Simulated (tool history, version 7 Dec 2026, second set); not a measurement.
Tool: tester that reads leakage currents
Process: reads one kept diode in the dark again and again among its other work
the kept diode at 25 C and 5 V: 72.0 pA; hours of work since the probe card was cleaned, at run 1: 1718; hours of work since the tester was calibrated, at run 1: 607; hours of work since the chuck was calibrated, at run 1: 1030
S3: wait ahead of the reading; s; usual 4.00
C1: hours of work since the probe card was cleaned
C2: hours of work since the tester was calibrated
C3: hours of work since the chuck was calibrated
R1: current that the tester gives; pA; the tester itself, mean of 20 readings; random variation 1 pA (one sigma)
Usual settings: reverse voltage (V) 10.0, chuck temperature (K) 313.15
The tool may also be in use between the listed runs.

run 1 hour=0.0 | reverse_voltage_(V)=10.0 chuck_temperature_(K)=313.15 S3=4.00 | C1=1718 C2=607 C3=1030 | R1=343.36
run 2 hour=129.5 | reverse_voltage_(V)=10.0 chuck_temperature_(K)=313.15 S3=4.00 | C1=1817 C2=705 C3=1129 | R1=344.63
run 3 hour=239.6 | reverse_voltage_(V)=10.0 chuck_temperature_(K)=313.15 S3=4.00 | C1=1901 C2=790 C3=1213 | R1=344.76
-- hour=384.2 chuck's temperature calibrated
run 4 hour=407.5 | reverse_voltage_(V)=2.5 chuck_temperature_(K)=313.15 S3=4.00 | C1=2028 C2=916 C3=18 | R1=209.22
run 5 hour=582.7 | reverse_voltage_(V)=2.5 chuck_temperature_(K)=313.15 S3=4.00 | C1=2162 C2=1050 C3=152 | R1=211.11
run 6 hour=785.6 | reverse_voltage_(V)=2.5 chuck_temperature_(K)=313.15 S3=4.00 | C1=2317 C2=1205 C3=306 | R1=208.27
-- hour=803.2 probe card cleaned and baked
run 7 hour=950.1 | reverse_voltage_(V)=2.5 chuck_temperature_(K)=309.15 S3=4.00 | C1=112 C2=1328 C3=430 | R1=149.02
run 8 hour=1064.9 | reverse_voltage_(V)=4.6 chuck_temperature_(K)=309.15 S3=4.00 | C1=200 C2=1416 C3=517 | R1=186.00
run 9 hour=1242.4 | reverse_voltage_(V)=4.6 chuck_temperature_(K)=309.15 S3=4.00 | C1=335 C2=1551 C3=653 | R1=185.66
run 10 hour=1377.3 | reverse_voltage_(V)=1.0 chuck_temperature_(K)=309.15 S3=4.00 | C1=438 C2=1654 C3=756 | R1=107.59
run 11 hour=1578.3 | reverse_voltage_(V)=1.0 chuck_temperature_(K)=309.15 S3=4.00 | C1=592 C2=1808 C3=909 | R1=106.83
run 12 hour=1787.0 | reverse_voltage_(V)=1.0 chuck_temperature_(K)=309.15 S3=4.00 | C1=751 C2=1967 C3=1069 | R1=107.17
run 13 hour=1964.8 | reverse_voltage_(V)=1.0 chuck_temperature_(K)=309.15 S3=4.00 | C1=887 C2=2103 C3=1205 | R1=107.26
run 14 hour=2103.8 | reverse_voltage_(V)=10.0 chuck_temperature_(K)=313.15 S3=5.22 | C1=993 C2=2209 C3=1311 | R1=342.99
-- hour=2119.3 chuck's temperature calibrated
run 15 hour=2313.8 | reverse_voltage_(V)=10.0 chuck_temperature_(K)=313.15 S3=4.00 | C1=1152 C2=2368 C3=149 | R1=345.41
run 16 hour=2453.6 | reverse_voltage_(V)=10.0 chuck_temperature_(K)=313.15 S3=4.00 | C1=1259 C2=2475 C3=255 | R1=345.47
run 17 hour=2549.7 | reverse_voltage_(V)=10.0 chuck_temperature_(K)=313.15 S3=4.00 | C1=1332 C2=2548 C3=329 | R1=345.62
run 18 hour=2773.0 | reverse_voltage_(V)=10.0 chuck_temperature_(K)=313.15 S3=4.00 | C1=1502 C2=2719 C3=499 | R1=346.62
run 19 hour=2919.5 | reverse_voltage_(V)=10.0 chuck_temperature_(K)=313.15 S3=4.00 | C1=1614 C2=2830 C3=611 | R1=343.30
run 20 hour=3079.1 | reverse_voltage_(V)=2.6 chuck_temperature_(K)=319.15 S3=7.26 | C1=1736 C2=2952 C3=733 | R1=348.70
run 21 hour=3293.1 | reverse_voltage_(V)=2.6 chuck_temperature_(K)=317.15 S3=5.57 | C1=1900 C2=3116 C3=896 | R1=295.54
run 22 hour=3443.1 | reverse_voltage_(V)=10.0 chuck_temperature_(K)=313.15 S3=2.16 | C1=2014 C2=3230 C3=1011 | R1=345.18
run 23 hour=3579.9 | reverse_voltage_(V)=10.0 chuck_temperature_(K)=313.15 S3=2.16 | C1=2119 C2=3335 C3=1115 | R1=347.83
run 24 hour=3689.6 | reverse_voltage_(V)=10.0 chuck_temperature_(K)=313.15 S3=2.16 | C1=2202 C2=3418 C3=1199 | R1=344.28
-- hour=3849.2 probe card cleaned and baked
-- hour=3851.2 chuck's temperature calibrated
run 25 hour=3879.1 | reverse_voltage_(V)=10.0 chuck_temperature_(K)=313.15 S3=2.16 | C1=21 C2=3559 C3=21 | R1=346.03
run 26 hour=3991.3 | reverse_voltage_(V)=10.0 chuck_temperature_(K)=313.15 S3=2.16 | C1=107 C2=3645 C3=107 | R1=345.33
run 27 hour=4191.9 | reverse_voltage_(V)=1.3 chuck_temperature_(K)=305.15 S3=5.23 | C1=260 C2=3798 C3=260 | R1=83.26
run 28 hour=4360.6 | reverse_voltage_(V)=1.3 chuck_temperature_(K)=300.15 S3=0.62 | C1=389 C2=3927 C3=389 | R1=53.37
run 29 hour=4465.1 | reverse_voltage_(V)=3.6 chuck_temperature_(K)=328.15 S3=5.97 | C1=469 C2=4007 C3=469 | R1=792.89
run 30 hour=4636.3 | reverse_voltage_(V)=3.6 chuck_temperature_(K)=328.15 S3=5.97 | C1=599 C2=4137 C3=599 | R1=789.43
run 31 hour=4837.1 | reverse_voltage_(V)=3.6 chuck_temperature_(K)=328.15 S3=5.97 | C1=753 C2=4291 C3=753 | R1=791.05
run 32 hour=4968.1 | reverse_voltage_(V)=9.3 chuck_temperature_(K)=299.15 S3=1.63 | C1=853 C2=4391 C3=853 | R1=98.90
run 33 hour=5133.3 | reverse_voltage_(V)=9.3 chuck_temperature_(K)=299.15 S3=1.63 | C1=979 C2=4517 C3=979 | R1=99.15
run 34 hour=5226.6 | reverse_voltage_(V)=9.3 chuck_temperature_(K)=299.15 S3=1.63 | C1=1050 C2=4588 C3=1050 | R1=98.81
run 35 hour=5450.1 | reverse_voltage_(V)=9.3 chuck_temperature_(K)=299.15 S3=1.63 | C1=1221 C2=4759 C3=1221 | R1=99.37
-- hour=5585.3 chuck's temperature calibrated
run 36 hour=5585.3 | reverse_voltage_(V)=5.9 chuck_temperature_(K)=310.15 S3=3.89 | C1=1323 C2=4861 C3=0 | R1=222.01
run 37 hour=5720.1 | reverse_voltage_(V)=7.0 chuck_temperature_(K)=314.15 S3=3.44 | C1=1425 C2=4963 C3=103 | R1=329.51
run 38 hour=5850.6 | reverse_voltage_(V)=1.6 chuck_temperature_(K)=317.15 S3=0.63 | C1=1525 C2=5063 C3=203 | R1=248.61

5 ways to go on from here, each from the tool as it stands after run 38. What would each give?
run A hour=6070.1 | reverse_voltage_(V)=1.8 chuck_temperature_(K)=313.15 S3=4.00 | C1=1693 C2=5231 C3=370 | R1=?
run B hour=6070.1 | reverse_voltage_(V)=1.3 chuck_temperature_(K)=297.15 S3=0.63 | C1=1693 C2=5231 C3=370 | R1=?
run C hour=6070.1 | reverse_voltage_(V)=1.8 chuck_temperature_(K)=330.15 S3=0.63 | C1=1693 C2=5231 C3=370 | R1=?
run D hour=6070.1 | reverse_voltage_(V)=1.6 chuck_temperature_(K)=328.15 S3=3.60 | C1=1693 C2=5231 C3=370 | R1=?
run E hour=6070.1 | reverse_voltage_(V)=9.9 chuck_temperature_(K)=302.15 S3=0.38 | C1=1693 C2=5231 C3=370 | R1=?

run=A R1=185.36
run=B R1=40.31
run=C R1=721.31
run=D R1=588.98
run=E R1=134.57
Without the tool's hidden state the same runs would have given:
run=A R1=185.41
run=B R1=40.32
run=C R1=721.52
run=D R1=589.16
run=E R1=134.51
